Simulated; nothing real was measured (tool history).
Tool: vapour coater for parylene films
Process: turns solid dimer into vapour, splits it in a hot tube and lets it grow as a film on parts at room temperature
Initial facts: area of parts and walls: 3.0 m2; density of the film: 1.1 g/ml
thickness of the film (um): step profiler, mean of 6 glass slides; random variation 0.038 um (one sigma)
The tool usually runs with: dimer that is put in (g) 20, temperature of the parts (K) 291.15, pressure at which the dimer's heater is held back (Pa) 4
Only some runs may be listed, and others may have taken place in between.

run,hour,dimer that is put in (g),temperature of the parts (K),pressure at which the dimer's heater is held back (Pa),thickness of the film (um)
1,0,20,291.15,4,3.83
2,19.5,20,291.15,4,3.85
3,49.4,20,291.15,4,3.83
4,67.4,20,291.15,4,3.72
5,93,20,291.15,4,3.74
6,126,20,291.15,4,3.81
# hour 128.5: table's thermometer calibrated
7,161.6,12,302.15,3.16,1.44
8,194.2,16,294.15,4,2.57
# hour 210.2: table's thermometer calibrated, once more
9,210.2,16,294.15,4,2.72
10,240,16,294.15,4,2.65
11,254.7,16,294.15,4,2.66

Branching from run 11: 4 alternative next runs. What would each branch give?
A,277.9,12,290.15,11.42,?
B,277.9,20,293.15,6.34,?
C,277.9,16,294.15,3.93,?
D,277.9,14,296.15,2.71,?

run,thickness of the film (um)
A,2.13
B,3.36
C,2.72
D,2.25
The same runs, with their run-to-run variation unchanged, on a tool lacking any hidden condition would have given:
run,thickness of the film (um)
A,2.21
B,3.5
C,2.83
D,2.34

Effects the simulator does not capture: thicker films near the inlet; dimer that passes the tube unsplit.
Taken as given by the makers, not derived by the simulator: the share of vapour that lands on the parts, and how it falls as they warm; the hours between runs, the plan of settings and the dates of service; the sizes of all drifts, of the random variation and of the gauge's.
